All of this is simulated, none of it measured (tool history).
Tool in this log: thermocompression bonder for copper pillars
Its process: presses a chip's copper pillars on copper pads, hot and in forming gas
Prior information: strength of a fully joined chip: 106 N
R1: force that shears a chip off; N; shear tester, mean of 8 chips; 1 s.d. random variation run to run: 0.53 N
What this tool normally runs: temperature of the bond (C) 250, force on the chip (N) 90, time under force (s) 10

{"run": 1, "day": 0.0, "temperature of the bond (C)": 250, "force on the chip (N)": 90, "time under force (s)": 10, "R1": 56.1}
{"run": 2, "day": 0.45, "temperature of the bond (C)": 250, "force on the chip (N)": 90, "time under force (s)": 18, "R1": 68.0}
{"run": 3, "day": 0.692, "temperature of the bond (C)": 250, "force on the chip (N)": 91, "time under force (s)": 10, "R1": 57.5}
{"run": 4, "day": 1.05, "temperature of the bond (C)": 250, "force on the chip (N)": 69, "time under force (s)": 10, "R1": 51.7}
{"run": 5, "day": 1.446, "temperature of the bond (C)": 250, "force on the chip (N)": 66, "time under force (s)": 10, "R1": 50.3}
{"run": 6, "day": 1.658, "temperature of the bond (C)": 262, "force on the chip (N)": 90, "time under force (s)": 10, "R1": 63.9}
{"run": 7, "day": 1.988, "temperature of the bond (C)": 250, "force on the chip (N)": 90, "time under force (s)": 10, "R1": 57.9}
{"run": 8, "day": 2.196, "temperature of the bond (C)": 250, "force on the chip (N)": 90, "time under force (s)": 10, "R1": 57.0}
{"run": 9, "day": 2.404, "temperature of the bond (C)": 250, "force on the chip (N)": 90, "time under force (s)": 21, "R1": 70.7}
{"run": 10, "day": 2.842, "temperature of the bond (C)": 249, "force on the chip (N)": 67, "time under force (s)": 12, "R1": 53.3}
{"day": 2.954, "done": "heater calibrated with a thermocouple chip"}
{"run": 11, "day": 3.133, "temperature of the bond (C)": 254, "force on the chip (N)": 88, "time under force (s)": 12, "R1": 62.7}
{"run": 12, "day": 3.529, "temperature of the bond (C)": 254, "force on the chip (N)": 88, "time under force (s)": 12, "R1": 63.1}
{"run": 13, "day": 3.771, "temperature of the bond (C)": 250, "force on the chip (N)": 92, "time under force (s)": 12, "R1": 61.1}
{"run": 14, "day": 3.979, "temperature of the bond (C)": 261, "force on the chip (N)": 77, "time under force (s)": 20, "R1": 74.5}
{"day": 4.129, "done": "heater calibrated with a thermocouple chip, once more"}
{"run": 15, "day": 4.317, "temperature of the bond (C)": 261, "force on the chip (N)": 77, "time under force (s)": 20, "R1": 70.6}
{"run": 16, "day": 4.521, "temperature of the bond (C)": 222, "force on the chip (N)": 90, "time under force (s)": 10, "R1": 39.4}

5 ways to go on from here, each from the tool as it stands after run 16. What would each give?
{"run": "A", "day": 4.996, "temperature of the bond (C)": 258, "force on the chip (N)": 90, "time under force (s)": 16, "R1": "?"}
{"run": "B", "day": 4.996, "temperature of the bond (C)": 233, "force on the chip (N)": 94, "time under force (s)": 10, "R1": "?"}
{"run": "C", "day": 4.996, "temperature of the bond (C)": 222, "force on the chip (N)": 84, "time under force (s)": 9, "R1": "?"}
{"run": "D", "day": 4.996, "temperature of the bond (C)": 222, "force on the chip (N)": 55, "time under force (s)": 20, "R1": "?"}
{"run": "E", "day": 4.996, "temperature of the bond (C)": 223, "force on the chip (N)": 91, "time under force (s)": 10, "R1": "?"}

run=A R1=68.7
run=B R1=45.4
run=C R1=35.7
run=D R1=40.0
run=E R1=38.4
Stripped of hidden state, with their random variation kept, the same runs would have yielded:
run=A R1=71.8
run=B R1=47.3
run=C R1=37.1
run=D R1=41.6
run=E R1=40.0
